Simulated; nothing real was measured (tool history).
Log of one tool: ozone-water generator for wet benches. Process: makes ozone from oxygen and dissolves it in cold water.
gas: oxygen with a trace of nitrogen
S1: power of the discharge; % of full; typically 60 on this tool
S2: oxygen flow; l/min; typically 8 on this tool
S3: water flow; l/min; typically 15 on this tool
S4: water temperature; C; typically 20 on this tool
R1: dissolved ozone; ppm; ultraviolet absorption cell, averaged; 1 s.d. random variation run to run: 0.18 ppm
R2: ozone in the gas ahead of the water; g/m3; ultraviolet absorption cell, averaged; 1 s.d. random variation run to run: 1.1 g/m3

run    hour  S1     S2  S3  S4    R1     R2
  1       0  60      8  15  20  23.9  193.4
  2    47.5  60   8.78  15  20  23.5  183.4
  3    88.5  60   8.78  15  20  23.4  184.9
  4   135.6  60   8.78  15  20  23.3  183.9
  5   169.7  60   8.78  15  20  23.4  182.7
  6   220.7  60   6.26  15  20  25.1  219.3
  7   255.3  60   6.26  15  20    25  221.4
  8   329.1  60   6.26  15  20  24.7  218.3
  9   383.5  50      8  15  20  21.3  171.4
 10   417.9  50      8  15  20  21.5  170.6
 11     491  56      8  15  20  22.6  184.3
 12   549.8  83      8  15  20  28.7  231.2
 13   589.9  83      8  15  19  29.3  230.8
 14   662.4  83      8  15  19  28.9  229.7
 15   694.3  83      8  15  19  29.1  232.4
 16   729.5  83      8  15  19  29.1  230.1
 17     800  83      8  12  19  34.5    231
 18   860.3  83  13.04  20  19  20.6  174.9
 19   921.7  83  13.04  20  19  20.4  176.9
 20   955.6  70  13.04  11  19  28.7  159.7
 21   997.4  70   9.48  11  19  31.7  187.7
 22  1039.4  96   9.72  10  13  46.3  223.9
 23  1112.5  50   5.22  15  20  22.1  216.6
 24  1180.5  64   8.84  10  20  31.8  185.7
 25  1210.3  52   4.27  15  21  22.8  248.3
 26  1278.8  52   4.27  15  21  22.7  247.5
 27  1329.6  60   7.08  15  20  24.1  201.8
 28  1398.4  68   5.03  24  24  15.8  263.8
 29    1441  68   5.03  24  24  15.5  262.3
 30  1474.3  42   9.22  24  24  11.5    142
 31  1528.4  44   4.08  11  22  26.7  229.8
 32  1595.6  72   5.95  14  15  31.4  250.1
 33  1641.1  72   5.95  10  15  41.5  244.8

Branching from run 33: 4 alternative next runs. What would each branch give?
  A  1687.5  72  5.95  20  15   ?   ?
  B  1687.5  60     8  11  20   ?   ?
  C  1687.5  93     8  15  20   ?   ?
  D  1687.5  69     8  22  20   ?   ?

run    R1     R2
  A  22.2  245.7
  B  29.4  189.2
  C    30  243.8
  D    18  203.2
Had the tool no hidden state, the same runs would have come out as:
run    R1     R2
  A  23.8  259.5
  B  31.3  198.7
  C  32.4  259.7
  D  19.2  214.4
